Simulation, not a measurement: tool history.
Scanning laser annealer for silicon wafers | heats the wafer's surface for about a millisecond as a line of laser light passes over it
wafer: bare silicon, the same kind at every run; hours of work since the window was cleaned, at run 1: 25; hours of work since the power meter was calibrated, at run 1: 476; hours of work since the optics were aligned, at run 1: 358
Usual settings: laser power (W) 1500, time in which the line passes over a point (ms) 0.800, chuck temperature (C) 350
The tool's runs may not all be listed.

run   hour  laser power (W)  time in which the line passes over a point (ms)  chuck temperature (C)  hours of work since the window was cleaned  hours of work since the power meter was calibrated  hours of work since the optics were aligned  highest temperature of the surface (C)
  1    0.0             1500                                            0.800                    350                                          25                                                 476                                          358                                    1154
  2   20.9             1500                                            0.800                    350                                          37                                                 487                                          369                                    1151
  3   46.7             1500                                            0.800                    350                                          51                                                 501                                          384                                    1150
  4   80.3             1500                                            0.800                    350                                          69                                                 520                                          402                                    1144
  5  102.5             1362                                            0.800                    350                                          81                                                 532                                          414                                    1054
  6  124.2             1601                                            0.800                    350                                          93                                                 543                                          426                                    1209
  7  150.3             1601                                            0.800                    350                                         107                                                 558                                          440                                    1207
     155.4  -- laser's power meter calibrated
  8  172.4             1500                                            0.800                    350                                         118                                                   9                                          450                                    1133
  9  187.3             1397                                            0.654                    336                                         126                                                  17                                          459                                     984
 10  213.2             1572                                            0.735                    361                                         140                                                  32                                          473                                    1153
 11  244.9             1500                                            0.773                    357                                         157                                                  49                                          490                                    1121
 12  272.3             1500                                            0.773                    353                                         172                                                  64                                          505                                    1113
 13  302.1             1500                                            0.641                    326                                         188                                                  80                                          521                                    1013
 14  326.8             1327                                            0.607                    350                                         202                                                  93                                          534                                     921
     340.8  -- laser's power meter calibrated, once more
 15  346.9             1327                                            0.607                    350                                         211                                                   3                                          544                                     920
 16  363.3             1296                                            0.660                    384                                         220                                                  12                                          553                                     960

Forecast each of these 5 alternatives for the next run:
  A  382.8             1549                                            0.615                    373                                         231                                                  23                                          563                                       ?
  B  382.8             1341                                            0.765                    349                                         231                                                  23                                          563                                       ?
  C  382.8             1547                                            0.628                    353                                         231                                                  23                                          563                                       ?
  D  382.8             1554                                            0.924                    322                                         231                                                  23                                          563                                       ?
  E  382.8             1470                                            0.660                    352                                         231                                                  23                                          563                                       ?

run  highest temperature of the surface (C)
  A                                    1065
  B                                     996
  C                                    1056
  D                                    1179
  E                                    1026
Without the tool's hidden state the same runs would have given:
run  highest temperature of the surface (C)
  A                                    1118
  B                                    1046
  C                                    1110
  D                                    1245
  E                                    1078
